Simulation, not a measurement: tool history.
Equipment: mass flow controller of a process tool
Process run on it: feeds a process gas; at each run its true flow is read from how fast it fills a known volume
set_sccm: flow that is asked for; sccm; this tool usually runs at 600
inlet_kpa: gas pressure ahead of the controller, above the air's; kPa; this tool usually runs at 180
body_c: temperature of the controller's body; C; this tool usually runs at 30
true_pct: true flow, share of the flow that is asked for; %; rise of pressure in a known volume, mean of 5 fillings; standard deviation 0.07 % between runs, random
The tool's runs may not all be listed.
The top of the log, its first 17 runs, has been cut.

run	hour	set_sccm	inlet_kpa	body_c	true_pct
18	6244.1	179	203	20	99.85
19	6458.9	328	203	21	99.86
20	6885.0	600	184	24	100.69
21	7095.0	600	256	24	100.33
22	7384.9	600	246	30	100.28
23	7841.6	600	246	30	100.34
24	8292.5	600	146	24	101.32
25	8676.3	360	219	30	100.39
# hour 8763.3: controller exchanged for a calibrated one
26	8882.6	173	219	31	97.47
27	9234.2	239	219	31	97.83
28	9456.5	239	219	31	97.97
29	9677.9	132	219	31	97.98
30	10126.1	689	202	30	99.34

3 ways to go on from here, each from the tool as it stands after run 30. What would each give?
A	10344.6	600	225	30	?
B	10344.6	126	245	30	?
C	10344.6	600	270	32	?

run	true_pct
A	99.03
B	98.33
C	98.46
Without the tool's unlogged condition, the same runs would have read:
run	true_pct
A	98.50
B	97.06
C	97.93

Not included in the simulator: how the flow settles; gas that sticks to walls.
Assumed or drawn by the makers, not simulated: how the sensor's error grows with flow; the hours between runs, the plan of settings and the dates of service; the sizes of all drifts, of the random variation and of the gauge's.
